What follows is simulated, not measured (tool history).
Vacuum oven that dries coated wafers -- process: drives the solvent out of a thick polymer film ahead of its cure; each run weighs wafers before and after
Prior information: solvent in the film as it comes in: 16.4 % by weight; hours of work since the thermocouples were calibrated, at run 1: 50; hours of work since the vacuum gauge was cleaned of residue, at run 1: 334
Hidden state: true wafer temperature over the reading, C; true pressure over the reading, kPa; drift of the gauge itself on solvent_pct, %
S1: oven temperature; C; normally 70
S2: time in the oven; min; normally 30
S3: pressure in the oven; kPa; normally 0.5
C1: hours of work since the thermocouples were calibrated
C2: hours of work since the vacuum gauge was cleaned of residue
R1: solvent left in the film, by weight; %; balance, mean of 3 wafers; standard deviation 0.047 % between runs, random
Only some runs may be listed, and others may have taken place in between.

run    hour  S1  S2     S3   C1   C2    R1
  1       0  70  30    0.5   50  334  1.08
  2    29.3  70  30    0.5   73  356  1.11
  3    56.9  70  30    0.5   94  378  1.09
  4    98.4  70  30    0.5  126  410  1.14
  5   135.1  70  30    0.5  154  438  1.17
  6   154.8  70  30    0.5  170  453  1.17
  7   177.6  70  30    0.5  187  471  1.07
  8   206.8  61  30    0.5  210  493  3.41
  9   233.4  68  30    0.5  230  514  1.58
 10   258.3  68  30    0.5  249  533  1.52
 11   283.9  70  30    0.5  269  553  1.22
 12   321.4  70  30    0.5  298  582   1.2
 13   351.2  70  30   0.33  321  604   1.1
 14   369.8  70  30   0.33  335  619  1.14
 15   404.7  62  30   0.33  362  646  3.14
        410  -- vacuum gauge cleaned of residue and calibrated
 16   442.8  62  30   0.33  390   25  3.11
 17   485.6  62  30   0.33  423   58  3.24
 18   522.3  62  35   0.33  452   87  2.57
 19   564.2  62  35   0.33  484  119  2.57
 20   594.1  62  52  0.963  507  142  1.87
 21   619.8  56  41  0.265  527  162  3.91
 22   652.8  56  54  0.265  552  187  2.68
      661.6  -- vacuum gauge cleaned of residue and calibrated, once more
 23     696  55  21  1.876  584   26  8.05
 24   736.2  69  15    0.5  615   57  4.13
 25   771.5  69  15    0.5  642   85  4.28
 26   792.3  69  15    0.5  658  101  4.18
 27   835.2  70  17    0.5  691  134  3.37
 28   857.6  70  52  0.551  709  151  0.52
 29   899.1  79  52  0.704  741  183  0.27
 30   928.4  79  52  0.704  763  205  0.24
 31   949.1  79  52  0.704  779  221  0.31
 32     978  65  24  0.882  801  244  3.53
 33    1020  65  24  0.882  834  276  3.65
 34  1052.9  72  38  1.942  859  301  1.27
 35  1085.8  72  38  1.942  884  327  1.33
 36  1126.6  67  52  0.396  916  358  0.69
 37  1158.7  67  52  0.396  941  383   0.7

Forecast each of these 4 alternatives for the next run:
  A  1191.7  78  33    0.5  966  408   ?
  B  1191.7  66  52  0.396  966  408   ?
  C  1191.7  70  36  0.836  966  408   ?
  D  1191.7  78  31  1.749  966  408   ?

run    R1
  A  0.39
  B  0.83
  C  1.12
  D  0.87
Had the tool no hidden state, the same runs would have come out as:
run    R1
  A  0.27
  B  0.56
  C  0.81
  D   0.7
